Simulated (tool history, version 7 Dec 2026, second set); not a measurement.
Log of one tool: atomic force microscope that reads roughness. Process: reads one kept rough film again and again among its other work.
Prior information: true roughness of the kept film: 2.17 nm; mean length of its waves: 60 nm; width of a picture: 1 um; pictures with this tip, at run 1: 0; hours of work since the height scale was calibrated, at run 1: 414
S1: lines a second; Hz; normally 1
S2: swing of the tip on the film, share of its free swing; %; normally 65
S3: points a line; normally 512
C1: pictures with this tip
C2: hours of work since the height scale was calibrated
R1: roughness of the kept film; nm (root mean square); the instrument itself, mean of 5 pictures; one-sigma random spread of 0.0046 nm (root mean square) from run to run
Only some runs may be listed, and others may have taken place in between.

{"run": 1, "day": 0.0, "S1": 1, "S2": 65, "S3": 512, "C1": 0, "C2": 414, "R1": 2.034}
{"run": 2, "day": 0.471, "S1": 1, "S2": 65, "S3": 512, "C1": 9, "C2": 420, "R1": 2.03}
{"run": 3, "day": 0.967, "S1": 1, "S2": 65, "S3": 512, "C1": 19, "C2": 426, "R1": 2.027}
{"run": 4, "day": 1.8, "S1": 1, "S2": 65, "S3": 512, "C1": 35, "C2": 437, "R1": 2.028}
{"run": 5, "day": 2.317, "S1": 1, "S2": 65, "S3": 512, "C1": 46, "C2": 444, "R1": 2.012}
{"run": 6, "day": 3.004, "S1": 3.76, "S2": 65, "S3": 512, "C1": 59, "C2": 452, "R1": 1.804}
{"run": 7, "day": 3.579, "S1": 3.76, "S2": 81, "S3": 512, "C1": 71, "C2": 460, "R1": 1.489}
{"run": 8, "day": 4.483, "S1": 3.76, "S2": 81, "S3": 512, "C1": 88, "C2": 471, "R1": 1.484}
{"run": 9, "day": 5.104, "S1": 2.96, "S2": 65, "S3": 512, "C1": 101, "C2": 479, "R1": 1.835}
{"run": 10, "day": 5.912, "S1": 2.54, "S2": 60, "S3": 956, "C1": 117, "C2": 490, "R1": 1.911}
{"run": 11, "day": 6.388, "S1": 1.26, "S2": 81, "S3": 512, "C1": 126, "C2": 496, "R1": 1.815}
{"day": 6.958, "done": "new tip fitted"}
{"run": 12, "day": 7.35, "S1": 1.41, "S2": 56, "S3": 512, "C1": 8, "C2": 508, "R1": 2.049}
{"run": 13, "day": 8.275, "S1": 1.48, "S2": 87, "S3": 538, "C1": 26, "C2": 520, "R1": 1.748}
{"run": 14, "day": 8.688, "S1": 1.46, "S2": 62, "S3": 913, "C1": 34, "C2": 525, "R1": 2.003}
{"run": 15, "day": 9.183, "S1": 0.54, "S2": 63, "S3": 913, "C1": 44, "C2": 532, "R1": 2.062}
{"run": 16, "day": 9.779, "S1": 0.54, "S2": 63, "S3": 913, "C1": 56, "C2": 539, "R1": 2.06}
{"run": 17, "day": 10.575, "S1": 3.47, "S2": 63, "S3": 457, "C1": 71, "C2": 550, "R1": 1.844}
{"run": 18, "day": 11.312, "S1": 3.95, "S2": 69, "S3": 842, "C1": 86, "C2": 559, "R1": 1.708}

The logged runs with the hidden state left out (each run's random variation unchanged):
Unlogged tool condition in this case: radius of the tip, nm; height scale over the true one, %; drift of the gauge itself on roughness_nm, %.
run=1 R1=2.024
run=2 R1=2.024
run=3 R1=2.026
run=4 R1=2.035
run=5 R1=2.023
run=6 R1=1.82
run=7 R1=1.506
run=8 R1=1.506
run=9 R1=1.869
run=10 R1=1.954
run=11 R1=1.86
run=12 R1=2.039
run=13 R1=1.747
run=14 R1=2.006
run=15 R1=2.07
run=16 R1=2.073
run=17 R1=1.863
run=18 R1=1.731

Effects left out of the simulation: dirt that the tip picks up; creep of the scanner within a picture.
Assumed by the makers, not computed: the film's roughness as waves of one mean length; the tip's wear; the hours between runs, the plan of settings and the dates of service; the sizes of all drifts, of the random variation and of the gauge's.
